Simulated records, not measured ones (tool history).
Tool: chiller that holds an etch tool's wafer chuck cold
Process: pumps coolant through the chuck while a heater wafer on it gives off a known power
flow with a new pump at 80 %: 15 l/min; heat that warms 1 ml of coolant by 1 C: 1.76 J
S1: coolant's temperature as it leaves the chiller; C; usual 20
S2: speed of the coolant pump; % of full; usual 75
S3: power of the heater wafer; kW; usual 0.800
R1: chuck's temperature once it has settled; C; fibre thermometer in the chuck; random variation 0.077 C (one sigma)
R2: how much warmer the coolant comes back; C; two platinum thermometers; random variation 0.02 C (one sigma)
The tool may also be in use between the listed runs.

run 1 hour=0.0 | S1=20 S2=75 S3=0.800 | R1=25.26 R2=1.90
run 2 hour=86.5 | S1=20 S2=75 S3=0.800 | R1=25.10 R2=1.94
run 3 hour=161.6 | S1=20 S2=75 S3=0.800 | R1=24.99 R2=1.94
run 4 hour=289.8 | S1=20 S2=75 S3=0.800 | R1=25.08 R2=1.96
run 5 hour=364.8 | S1=20 S2=83 S3=0.800 | R1=24.62 R2=1.76
run 6 hour=458.8 | S1=20 S2=67 S3=0.800 | R1=25.56 R2=2.21
run 7 hour=549.0 | S1=20 S2=67 S3=0.800 | R1=25.69 R2=2.21
run 8 hour=621.6 | S1=20 S2=67 S3=0.800 | R1=25.67 R2=2.20
run 9 hour=751.7 | S1=20 S2=67 S3=0.800 | R1=25.67 R2=2.18
run 10 hour=872.6 | S1=20 S2=75 S3=0.800 | R1=25.11 R2=1.98
run 11 hour=980.2 | S1=20 S2=75 S3=0.800 | R1=25.16 R2=1.96
run 12 hour=1073.1 | S1=20 S2=82 S3=0.800 | R1=24.66 R2=1.78
run 13 hour=1192.8 | S1=20 S2=82 S3=0.800 | R1=24.84 R2=1.81
run 14 hour=1270.0 | S1=20 S2=75 S3=0.417 | R1=22.71 R2=0.99
run 15 hour=1330.0 | S1=20 S2=75 S3=0.417 | R1=22.65 R2=1.03
run 16 hour=1445.0 | S1=20 S2=75 S3=0.430 | R1=22.80 R2=1.04
run 17 hour=1575.8 | S1=14 S2=87 S3=0.642 | R1=17.57 R2=1.30
run 18 hour=1674.9 | S1=20 S2=66 S3=1.138 | R1=28.19 R2=3.16
run 19 hour=1745.7 | S1=20 S2=66 S3=1.138 | R1=28.11 R2=3.16
run 20 hour=1806.3 | S1=28 S2=64 S3=1.013 | R1=35.53 R2=2.93
run 21 hour=1899.3 | S1=20 S2=99 S3=0.505 | R1=22.53 R2=0.90

Taken out of this log: 1 entry between the listed runs. Where each belongs, and how the hidden state differs across it:
Between runs 14 and 15: chiller's thermometer calibrated (hour 1295.4)
  coolant's true temperature over the reading, C: 0.01 -> 0

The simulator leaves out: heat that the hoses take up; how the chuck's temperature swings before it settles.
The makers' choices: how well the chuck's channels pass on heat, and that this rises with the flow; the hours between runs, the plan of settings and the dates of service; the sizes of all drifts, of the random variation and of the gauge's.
